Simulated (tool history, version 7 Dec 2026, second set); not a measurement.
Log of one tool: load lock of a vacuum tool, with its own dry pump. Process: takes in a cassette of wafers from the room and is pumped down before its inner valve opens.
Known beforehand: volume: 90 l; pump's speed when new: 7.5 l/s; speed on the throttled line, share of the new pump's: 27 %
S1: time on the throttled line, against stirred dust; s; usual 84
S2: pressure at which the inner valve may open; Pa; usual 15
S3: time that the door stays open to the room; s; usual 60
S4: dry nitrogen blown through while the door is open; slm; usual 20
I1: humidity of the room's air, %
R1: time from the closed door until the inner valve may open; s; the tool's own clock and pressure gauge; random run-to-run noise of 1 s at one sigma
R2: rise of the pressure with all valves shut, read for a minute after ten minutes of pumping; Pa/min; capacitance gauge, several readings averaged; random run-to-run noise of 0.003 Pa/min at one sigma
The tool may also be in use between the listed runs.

{"run": 1, "hour": 0.0, "S1": 84, "S2": 15, "S3": 60, "S4": 20, "I1": 47.4, "R1": 170.7, "R2": 0.206}
{"run": 2, "hour": 188.7, "S1": 84, "S2": 15, "S3": 60, "S4": 20, "I1": 44.0, "R1": 172.1, "R2": 0.214}
{"run": 3, "hour": 336.3, "S1": 84, "S2": 15, "S3": 60, "S4": 20, "I1": 42.8, "R1": 171.9, "R2": 0.218}
{"run": 4, "hour": 433.8, "S1": 84, "S2": 15, "S3": 60, "S4": 20, "I1": 41.8, "R1": 170.7, "R2": 0.229}
{"run": 5, "hour": 569.9, "S1": 84, "S2": 15, "S3": 60, "S4": 20, "I1": 42.1, "R1": 171.8, "R2": 0.241}
{"run": 6, "hour": 734.9, "S1": 84, "S2": 15, "S3": 60, "S4": 20, "I1": 44.2, "R1": 171.5, "R2": 0.264}
{"run": 7, "hour": 917.3, "S1": 84, "S2": 15, "S3": 60, "S4": 20, "I1": 43.9, "R1": 170.7, "R2": 0.266}
{"run": 8, "hour": 1025.5, "S1": 84, "S2": 15, "S3": 60, "S4": 20, "I1": 43.1, "R1": 171.7, "R2": 0.281}
{"run": 9, "hour": 1107.3, "S1": 65, "S2": 15, "S3": 60, "S4": 20, "I1": 46.8, "R1": 156.9, "R2": 0.291}
{"run": 10, "hour": 1291.3, "S1": 65, "S2": 15, "S3": 60, "S4": 20, "I1": 42.1, "R1": 158.1, "R2": 0.295}
{"run": 11, "hour": 1402.5, "S1": 65, "S2": 15, "S3": 60, "S4": 20, "I1": 44.6, "R1": 156.6, "R2": 0.312}
{"run": 12, "hour": 1524.4, "S1": 65, "S2": 15, "S3": 60, "S4": 20, "I1": 42.8, "R1": 157.9, "R2": 0.329}
{"run": 13, "hour": 1697.9, "S1": 65, "S2": 15, "S3": 60, "S4": 11, "I1": 45.4, "R1": 157.6, "R2": 0.346}
{"run": 14, "hour": 1788.6, "S1": 84, "S2": 15, "S3": 60, "S4": 20, "I1": 44.5, "R1": 172.0, "R2": 0.349}
{"run": 15, "hour": 1919.4, "S1": 84, "S2": 15, "S3": 60, "S4": 20, "I1": 45.1, "R1": 171.9, "R2": 0.367}
{"run": 16, "hour": 2012.5, "S1": 136, "S2": 15, "S3": 60, "S4": 20, "I1": 45.6, "R1": 207.5, "R2": 0.375}
{"run": 17, "hour": 2126.3, "S1": 136, "S2": 15, "S3": 60, "S4": 20, "I1": 45.4, "R1": 210.2, "R2": 0.385}
{"run": 18, "hour": 2277.5, "S1": 83, "S2": 15, "S3": 60, "S4": 20, "I1": 43.9, "R1": 170.4, "R2": 0.396}
{"run": 19, "hour": 2389.1, "S1": 83, "S2": 15, "S3": 60, "S4": 20, "I1": 45.2, "R1": 171.7, "R2": 0.417}
{"run": 20, "hour": 2497.9, "S1": 84, "S2": 15, "S3": 52, "S4": 20, "I1": 49.2, "R1": 172.2, "R2": 0.426}
{"run": 21, "hour": 2643.1, "S1": 84, "S2": 27, "S3": 52, "S4": 20, "I1": 45.0, "R1": 165.5, "R2": 0.441}
{"run": 22, "hour": 2819.8, "S1": 84, "S2": 15, "S3": 60, "S4": 29, "I1": 43.4, "R1": 170.1, "R2": 0.472}
{"run": 23, "hour": 2986.8, "S1": 109, "S2": 16, "S3": 127, "S4": 11, "I1": 44.5, "R1": 188.0, "R2": 0.482}
{"run": 24, "hour": 3126.0, "S1": 79, "S2": 14, "S3": 99, "S4": 8, "I1": 45.7, "R1": 170.2, "R2": 0.508}
{"run": 25, "hour": 3322.1, "S1": 79, "S2": 14, "S3": 99, "S4": 8, "I1": 41.3, "R1": 170.1, "R2": 0.524}
{"run": 26, "hour": 3521.6, "S1": 55, "S2": 12, "S3": 26, "S4": 9, "I1": 44.0, "R1": 153.9, "R2": 0.533}
{"run": 27, "hour": 3683.4, "S1": 157, "S2": 29, "S3": 119, "S4": 20, "I1": 42.6, "R1": 214.4, "R2": 0.546}
{"run": 28, "hour": 3803.3, "S1": 157, "S2": 29, "S3": 119, "S4": 20, "I1": 45.5, "R1": 217.9, "R2": 0.566}
{"run": 29, "hour": 3998.4, "S1": 84, "S2": 14, "S3": 60, "S4": 8, "I1": 44.3, "R1": 174.4, "R2": 0.596}
{"run": 30, "hour": 4164.4, "S1": 83, "S2": 15, "S3": 60, "S4": 20, "I1": 42.4, "R1": 170.7, "R2": 0.61}
{"run": 31, "hour": 4322.8, "S1": 83, "S2": 15, "S3": 60, "S4": 20, "I1": 43.2, "R1": 168.6, "R2": 0.624}
{"run": 32, "hour": 4443.8, "S1": 148, "S2": 27, "S3": 32, "S4": 16, "I1": 47.4, "R1": 212.5, "R2": 0.642}
{"run": 33, "hour": 4621.4, "S1": 100, "S2": 27, "S3": 43, "S4": 39, "I1": 45.0, "R1": 175.1, "R2": 0.674}
{"hour": 4761.2, "done": "door's seal changed, seat wiped"}
{"run": 34, "hour": 4767.2, "S1": 162, "S2": 14, "S3": 28, "S4": 16, "I1": 43.1, "R1": 229.3, "R2": 0.012}
{"run": 35, "hour": 4938.1, "S1": 69, "S2": 21, "S3": 60, "S4": 20, "I1": 43.0, "R1": 155.6, "R2": 0.018}

Expected results for the next run?
{"run": 36, "hour": 5018.7, "S1": 51, "S2": 28, "S3": 60, "S4": 11, "I1": 45.4, "R1": "?", "R2": "?"}

R1: 139.5 s
R2: 0.022 Pa/min
The same run, on a tool lacking any hidden state, would have yielded R1 135.8 s, R2 0.015 Pa/min.
